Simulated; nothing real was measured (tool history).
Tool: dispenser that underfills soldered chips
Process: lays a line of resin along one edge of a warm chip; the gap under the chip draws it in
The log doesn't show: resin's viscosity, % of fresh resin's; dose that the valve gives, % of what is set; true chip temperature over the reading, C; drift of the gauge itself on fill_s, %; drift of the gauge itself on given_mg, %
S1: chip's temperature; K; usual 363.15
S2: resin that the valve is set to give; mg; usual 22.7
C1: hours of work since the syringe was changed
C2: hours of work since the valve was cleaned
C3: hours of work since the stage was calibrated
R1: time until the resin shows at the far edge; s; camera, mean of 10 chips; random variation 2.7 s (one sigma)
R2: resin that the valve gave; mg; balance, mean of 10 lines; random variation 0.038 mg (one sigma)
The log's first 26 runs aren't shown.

run     day      S1    S2  C1  C2   C3     R1     R2
 27   8.129  378.15  22.6   7  38  321  217.7  22.16
      8.354  -- new syringe of resin
 28   8.371  378.15  22.6   0  42  325    144  22.09
 29   8.671  355.15  22.6   6  47  330  554.6  22.04
      8.983  -- new syringe of resin
 30   8.983  355.15  22.6   0  52  336  409.2     22
      9.254  -- dispensing valve cleaned and set on the balance
 31   9.375  355.15    27   6   2  342  578.3  26.98
      9.667  -- new syringe of resin
 32   9.767  367.15  29.3   2   9  349  256.8   29.2
 33  10.075  367.15  29.3   7  14  354  348.1  29.21
     10.304  -- new syringe of resin
 34  10.521  357.15  19.8   4  22  362  462.4  19.61
 35  10.717  365.15    26   7  26  365  386.2  25.77
     10.925  -- new syringe of resin
 36  10.954  376.15    25   1  30  369    158  24.62

Forecast each of these 3 alternatives for the next run:
  A  11.275  362.15  20.8   6  35  375   ?   ?
  B  11.275  351.15  22.3   6  35  375   ?   ?
  C  11.275  370.15  26.7   6  35  375   ?   ?

run     R1     R2
  A  410.5  20.44
  B  693.1  21.93
  C  283.4  26.32
Without the tool's hidden state the same runs would have given:
run     R1     R2
  A  281.1  20.77
  B  474.1  22.28
  C  194.5  26.74
